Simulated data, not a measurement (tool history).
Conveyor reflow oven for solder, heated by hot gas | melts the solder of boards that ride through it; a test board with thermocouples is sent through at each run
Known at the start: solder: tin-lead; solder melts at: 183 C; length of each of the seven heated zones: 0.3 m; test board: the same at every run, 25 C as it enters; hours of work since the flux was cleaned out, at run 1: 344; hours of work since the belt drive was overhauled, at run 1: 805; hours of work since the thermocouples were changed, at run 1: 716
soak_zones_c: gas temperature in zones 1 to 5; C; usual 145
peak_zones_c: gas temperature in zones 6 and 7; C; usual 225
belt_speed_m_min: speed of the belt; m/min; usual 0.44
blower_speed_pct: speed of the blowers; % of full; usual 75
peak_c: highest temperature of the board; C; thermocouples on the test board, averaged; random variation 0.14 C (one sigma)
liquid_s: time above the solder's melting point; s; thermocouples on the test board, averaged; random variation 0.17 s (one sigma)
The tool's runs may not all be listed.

run    hour  soak_zones_c  peak_zones_c  belt_speed_m_min  blower_speed_pct  hours of work since the flux was cleaned out  hours of work since the belt drive was overhauled  hours of work since the thermocouples were changed  peak_c  liquid_s
  1       0           145           225              0.44                75                                           344                                                805                                                 716   211.6        60
  2    52.7           145           225              0.44                75                                           374                                                835                                                 746   211.7      59.8
  3   110.7           145           225              0.44                75                                           406                                                868                                                 779   211.5      59.6
  4   174.7           145           225              0.44                86                                           442                                                904                                                 815   212.7      61.2
        192  -- flux residue cleaned out of gas plates and filters
      199.7  -- belt drive overhauled, speed set with a stopwatch
  5   252.1           145           225              0.44                86                                            32                                                 30                                                 853   217.3      66.9
  6   289.5           156           225              0.44                75                                            53                                                 51                                                 874     217      71.4
  7     353           156           225              0.44                75                                            88                                                 86                                                 910   216.9      70.9
  8   393.5           156           225              0.44                75                                           111                                                109                                                 933   216.8      70.9
      464.2  -- belt drive overhauled, speed set with a stopwatch, once more
  9   477.3           134           225              0.44                75                                           156                                                  7                                                 978   212.3      55.9
      487.8  -- thermocouples of zones 6 and 7 changed
 10   519.8           135           225              0.44                75                                           179                                                 30                                                  18   210.1      54.4
 11   579.8           145           235              0.44                75                                           213                                                 64                                                  52   220.1      66.7
 12   631.6           145           225             0.519                75                                           242                                                 93                                                  81   206.8      44.7
 13   702.4           145           225             0.519                75                                           282                                                133                                                 121   206.7        44
 14   761.2           145           225             0.519                75                                           315                                                166                                                 154   206.3      44.1
 15   833.4           145           225             0.519                75                                           356                                                207                                                 195   205.9      43.9
 16   882.3           135           224             0.501                65                                           383                                                234                                                 222     201      35.5
 17   951.7           153           225              0.44                75                                           422                                                273                                                 261   211.8      63.1
     1007.1  -- flux residue cleaned out of gas plates and filters
 18  1007.1           156           233             0.419                89                                             0                                                302                                                 290     226      79.3
 19  1086.9           156           233             0.419                89                                            45                                                347                                                 335   225.5      79.5
 20  1152.3           156           236              0.42                75                                            82                                                384                                                 371   225.9      79.5
 21  1202.5           156           225             0.496                75                                           110                                                412                                                 400   212.4      58.1
 22  1250.9           156           225             0.496                75                                           137                                                439                                                 427   212.1        58
 23    1326           156           225             0.496                75                                           180                                                481                                                 469   211.9      57.8
 24  1411.4           156           232             0.439                75                                           228                                                530                                                 517   220.8      72.8
 25  1463.7           156           232             0.439                54                                           257                                                559                                                 547   215.8      68.3
 26    1525           155           225              0.44                75                                           292                                                594                                                 581   213.9      66.9
 27  1608.8           135           225              0.44                54                                           339                                                641                                                 629     205      46.3
 28    1665           140           225             0.386                77                                           371                                                672                                                 660   214.6      70.6
 29  1714.3           145           228              0.53                75                                           398                                                700                                                 688   208.1      45.1

Forecast each of these 3 alternatives for the next run:
  A  1799.2           152           228              0.53                90                                           446                                                748                                                 736       ?         ?
  B  1799.2           132           228             0.352                75                                           446                                                748                                                 736       ?         ?
  C  1799.2           145           228             0.373                57                                           446                                                748                                                 736       ?         ?

run  peak_c  liquid_s
  A   212.3      52.3
  B   218.2      77.3
  C     215      74.5
Without the tool's hidden state the same runs would have given:
run  peak_c  liquid_s
  A   215.7      55.2
  B   220.2      79.8
  C   216.5      76.2
